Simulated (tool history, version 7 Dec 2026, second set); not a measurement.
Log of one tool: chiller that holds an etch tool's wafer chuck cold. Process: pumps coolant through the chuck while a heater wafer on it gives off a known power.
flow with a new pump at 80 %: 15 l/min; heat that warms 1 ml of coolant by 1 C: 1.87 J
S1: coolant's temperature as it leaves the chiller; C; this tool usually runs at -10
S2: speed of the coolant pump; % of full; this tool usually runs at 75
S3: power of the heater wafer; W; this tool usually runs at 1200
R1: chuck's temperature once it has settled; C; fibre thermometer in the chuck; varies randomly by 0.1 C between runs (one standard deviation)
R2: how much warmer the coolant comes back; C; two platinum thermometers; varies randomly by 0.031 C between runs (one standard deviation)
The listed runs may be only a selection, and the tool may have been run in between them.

Run 1, hour 0: usual settings. Result: R1 1.7 C, R2 2.79 C.
Run 2, hour 52.9: usual settings but S2 65 % of full. Result: R1 3 C, R2 3.24 C.
Run 3, hour 83.9: usual settings but S2 65 % of full. Result: R1 2.9 C, R2 3.23 C.
Run 4, hour 150.4: usual settings but S2 65 % of full. Result: R1 3 C, R2 3.26 C.
Run 5, hour 181.6: usual settings but S3 810 W. Result: R1 -2.1 C, R2 1.85 C.
Run 6, hour 213.9: usual settings but S3 810 W. Result: R1 -2 C, R2 1.84 C.
Run 7, hour 270.7: usual settings but S3 810 W. Result: R1 -2.1 C, R2 1.83 C.
Run 8, hour 337.3: usual settings but S3 810 W. Result: R1 -2 C, R2 1.91 C.
Run 9, hour 373.8: usual settings but S2 63 % of full, S3 1124 W. Result: R1 2.7 C, R2 3.19 C.
Run 10, hour 416.4: usual settings but S1 -11 C, S3 1431 W. Result: R1 3.1 C, R2 3.37 C.
Run 11, hour 451.7: usual settings but S1 -11 C, S3 1431 W. Result: R1 3.2 C, R2 3.35 C.
Run 12, hour 513.7: usual settings but S1 -11 C, S2 72 % of full, S3 946 W. Result: R1 -1.5 C, R2 2.3 C.
Run 13, hour 557.4: usual settings but S1 -11 C, S2 72 % of full, S3 946 W. Result: R1 -1.4 C, R2 2.28 C.
Run 14, hour 615.8: usual settings but S2 99 % of full. Result: R1 -0.2 C, R2 2.07 C.
Run 15, hour 677.8: usual settings but S2 99 % of full. Result: R1 -0.3 C, R2 2.04 C.
Run 16, hour 718.1: usual settings but S2 99 % of full. Result: R1 -0.2 C, R2 2.01 C.

Below are 5 alternative next runs, each starting from the tool's condition after run 16. Predict each:
Run A, hour 785.6: usual settings but S1 -11 C, S2 69 % of full, S3 1001 W. Result: R1 ?, R2 ?.
Run B, hour 785.6: usual settings but S1 -18 C, S2 66 % of full, S3 739 W. Result: R1 ?, R2 ?.
Run C, hour 785.6: usual settings but S2 61 % of full, S3 1077 W. Result: R1 ?, R2 ?.
Run D, hour 785.6: usual settings but S1 -19 C, S2 86 % of full, S3 1026 W. Result: R1 ?, R2 ?.
Run E, hour 785.6: usual settings but S1 -13 C, S3 1476 W. Result: R1 ?, R2 ?.

run     R1    R2
  A   -0.4  2.52
  B  -10.2  1.98
  C    2.5  3.16
  D   -9.6  2.06
  E    1.7  3.49
Had the tool no hidden state, the same runs would have come out as:
run     R1    R2
  A   -0.5  2.46
  B  -10.2  1.93
  C    2.3  3.09
  D   -9.7  2.01
  E    1.4  3.41
